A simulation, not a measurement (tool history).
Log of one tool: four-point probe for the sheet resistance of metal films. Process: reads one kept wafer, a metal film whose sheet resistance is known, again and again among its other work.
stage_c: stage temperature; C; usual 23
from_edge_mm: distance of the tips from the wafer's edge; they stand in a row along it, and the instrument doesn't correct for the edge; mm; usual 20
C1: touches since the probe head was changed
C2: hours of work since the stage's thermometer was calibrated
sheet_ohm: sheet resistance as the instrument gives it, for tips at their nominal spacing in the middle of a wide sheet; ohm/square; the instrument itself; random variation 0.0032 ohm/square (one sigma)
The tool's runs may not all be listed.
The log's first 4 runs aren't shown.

Run 5, hour 62.1: usual settings but from_edge_mm 58 mm; C1 9529; C2 1966. Result: sheet_ohm 16.131625 ohm/square.
Run 6, hour 77.4: usual settings but from_edge_mm 58 mm; C1 10017; C2 1975. Result: sheet_ohm 16.133059 ohm/square.
Run 7, hour 99.1: usual settings but from_edge_mm 58 mm; C1 10706; C2 1988. Result: sheet_ohm 16.136277 ohm/square.
Run 8, hour 116.2: usual settings but from_edge_mm 5 mm; C1 11248; C2 1998. Result: sheet_ohm 16.220819 ohm/square.
Run 9, hour 138.2: usual settings but from_edge_mm 5 mm; C1 11945; C2 2011. Result: sheet_ohm 16.225376 ohm/square.
Run 10, hour 148.4: usual settings; C1 12269; C2 2018. Result: sheet_ohm 16.142936 ohm/square.
Run 11, hour 158.7: usual settings; C1 12596; C2 2024. Result: sheet_ohm 16.143308 ohm/square.
Run 12, hour 171.8: usual settings but stage_c 34 C; C1 13014; C2 2032. Result: sheet_ohm 16.124321 ohm/square.
Run 13, hour 188.5: usual settings but stage_c 34 C; C1 13546; C2 2042. Result: sheet_ohm 16.129614 ohm/square.
Run 14, hour 201.2: usual settings but stage_c 34 C; C1 13947; C2 2050. Result: sheet_ohm 16.120164 ohm/square.
Run 15, hour 212.4: usual settings but stage_c 34 C, from_edge_mm 48 mm; C1 14304; C2 2056. Result: sheet_ohm 16.125237 ohm/square.
At hour 214.9: stage's thermometer calibrated.
Run 16, hour 224.9: usual settings but stage_c 19 C; C1 14683; C2 6. Result: sheet_ohm 16.149122 ohm/square.
Run 17, hour 243.7: usual settings; C1 15282; C2 17. Result: sheet_ohm 16.151463 ohm/square.
Run 18, hour 263.4: usual settings; C1 15908; C2 29. Result: sheet_ohm 16.151411 ohm/square.
Run 19, hour 286.9: usual settings but stage_c 29 C; C1 16654; C2 44. Result: sheet_ohm 16.137969 ohm/square.
Run 20, hour 310.5: usual settings but stage_c 19 C; C1 17402; C2 58. Result: sheet_ohm 16.158566 ohm/square.
At hour 315.1: stage's thermometer calibrated, once more.
Run 21, hour 325.9: usual settings but stage_c 18 C, from_edge_mm 27 mm; C1 17875; C2 6. Result: sheet_ohm 16.140122 ohm/square.

The next listed run, before its measurement:
Run 22, hour 346.6: usual settings but stage_c 26 C, from_edge_mm 60 mm; C1 18532; C2 19. Result: sheet_ohm ?.

{"run 22": {"sheet_ohm": 16.122233}}
Without the tool's hidden state the same run would have given sheet_ohm 16.155564 ohm/square.

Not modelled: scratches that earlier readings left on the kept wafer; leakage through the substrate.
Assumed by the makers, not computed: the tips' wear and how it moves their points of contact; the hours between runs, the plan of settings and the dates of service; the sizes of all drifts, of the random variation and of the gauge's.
